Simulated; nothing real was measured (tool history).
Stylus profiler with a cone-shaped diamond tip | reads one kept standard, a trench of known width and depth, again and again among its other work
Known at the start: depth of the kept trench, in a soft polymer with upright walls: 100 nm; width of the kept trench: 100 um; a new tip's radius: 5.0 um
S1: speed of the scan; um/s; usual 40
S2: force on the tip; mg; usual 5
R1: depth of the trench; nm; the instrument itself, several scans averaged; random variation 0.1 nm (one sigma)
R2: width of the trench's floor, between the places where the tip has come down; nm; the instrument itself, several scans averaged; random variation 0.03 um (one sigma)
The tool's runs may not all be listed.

run	hour	S1	S2	R1	R2
1	0	40	5	101.24	97890
2	132.2	40	5	101.3	97910
3	197.9	55	5	101.32	97810
4	261.6	40	1.84	100.78	97870
5	322.9	40	5	101.42	97900
6	451.5	11	5	101.28	98010
7	550.2	11	5	101.3	97930
8	621.2	11	5	101.42	98010
9	746.8	45	9.02	101.82	97850
10	867.5	88	9.02	101.81	97850
11	1001.7	46	9.02	101.94	97900
12	1076.5	46	9.02	102.07	97840
13	1213.7	46	9.02	101.94	97960
14	1272.1	44	2.97	100.96	97820
# hour 1297.5: height scale calibrated on a step standard
15	1389.9	44	2.97	100.96	97870
16	1482.4	13	2.72	100.84	97960

4 ways to go on from here, each from the tool as it stands after run 16. What would each give?
A	1585.7	41	5.64	?	?
B	1585.7	40	2.82	?	?
C	1585.7	43	9.06	?	?
D	1585.7	124	2.69	?	?

run	R1	R2
A	101.22	97910
B	100.81	97870
C	101.64	97970
D	100.69	97510
Without the tool's hidden state the same runs would have given:
run	R1	R2
A	101.22	97910
B	100.81	97880
C	101.64	97980
D	100.69	97520

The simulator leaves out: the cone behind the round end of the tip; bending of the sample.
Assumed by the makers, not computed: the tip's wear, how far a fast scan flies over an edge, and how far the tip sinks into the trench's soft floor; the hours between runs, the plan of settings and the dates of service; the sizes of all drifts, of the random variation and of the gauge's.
